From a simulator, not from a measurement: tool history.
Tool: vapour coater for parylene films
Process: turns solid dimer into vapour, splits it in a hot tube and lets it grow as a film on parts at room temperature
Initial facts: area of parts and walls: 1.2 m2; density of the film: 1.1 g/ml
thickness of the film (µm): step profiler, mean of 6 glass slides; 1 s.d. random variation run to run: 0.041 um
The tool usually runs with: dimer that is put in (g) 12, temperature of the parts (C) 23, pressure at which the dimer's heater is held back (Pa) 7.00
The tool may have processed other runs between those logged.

run    hour  dimer that is put in (g)  temperature of the parts (C)  pressure at which the dimer's heater is held back (Pa)  thickness of the film (µm)
  1     0.0                        12                            23                                                    7.00                        5.24
  2    35.5                         6                            23                                                    7.00                        2.65
  3    65.9                         6                            23                                                    7.00                        2.65
  4    88.5                        12                            23                                                    7.00                        5.29
  5   123.3                        16                            23                                                    7.00                        7.06
  6   157.5                        16                            23                                                    7.00                        7.07
  7   201.0                        12                            23                                                    7.00                        5.26
  8   238.1                        12                            23                                                    7.00                        5.29
  9   269.8                        20                            23                                                    7.00                        8.70
 10   312.4                        20                            23                                                    7.00                        8.87
 11   345.1                        20                            23                                                    7.00                        8.71
 12   384.1                        20                            23                                                    7.00                        8.94
 13   408.5                        12                            23                                                    5.05                        5.50
 14   437.8                        12                            23                                                    2.16                        6.42
 15   483.0                        12                            23                                                    2.16                        6.54
 16   527.2                        12                            23                                                    2.16                        6.53
 17   565.6                        12                            23                                                    2.16                        6.50
 18   588.8                        12                            23                                                    2.16                        6.52
 19   628.2                        12                            23                                                    2.16                        6.47
 20   657.2                        19                            33                                                    3.09                        6.60
      667.5  -- trap's valve overhauled
 21   698.5                        12                            21                                                   11.65                        5.18
 22   731.7                         5                            21                                                    9.86                        2.21
 23   762.1                         7                            24                                                    7.00                        2.98
 24   800.6                        12                            26                                                    9.34                        4.51
 25   822.3                        12                            26                                                    9.34                        4.48
 26   862.7                        12                            26                                                    9.34                        4.51
 27   887.5                        22                            27                                                    9.34                        7.93
 28   923.6                        11                            17                                                    3.14                        6.98
 29   960.0                         6                            21                                                    7.00                        2.80
 30   998.9                         9                            23                                                    4.35                        4.30
 31  1034.2                         9                            23                                                    4.35                        4.33
     1056.6  -- table's thermometer calibrated
 32  1058.8                         8                            23                                                    7.00                        3.48
 33  1091.6                         8                            23                                                    3.85                        3.89
 34  1126.5                        22                            23                                                    4.02                       10.67
 35  1170.4                         5                            23                                                    9.91                        2.06

Here are 3 independent what-if runs from the current tool condition. What would each one return?
  A  1214.5                        11                            23                                                    2.65                           ?
  B  1214.5                        20                            22                                                    9.15                           ?
  C  1214.5                         5                            33                                                    3.41                           ?

run  thickness of the film (µm)
  A                        5.72
  B                        8.69
  C                        1.71
Take away the tool's hidden state, keep each run's random variation, and the runs would have read:
run  thickness of the film (µm)
  A                        5.73
  B                        8.71
  C                        1.71

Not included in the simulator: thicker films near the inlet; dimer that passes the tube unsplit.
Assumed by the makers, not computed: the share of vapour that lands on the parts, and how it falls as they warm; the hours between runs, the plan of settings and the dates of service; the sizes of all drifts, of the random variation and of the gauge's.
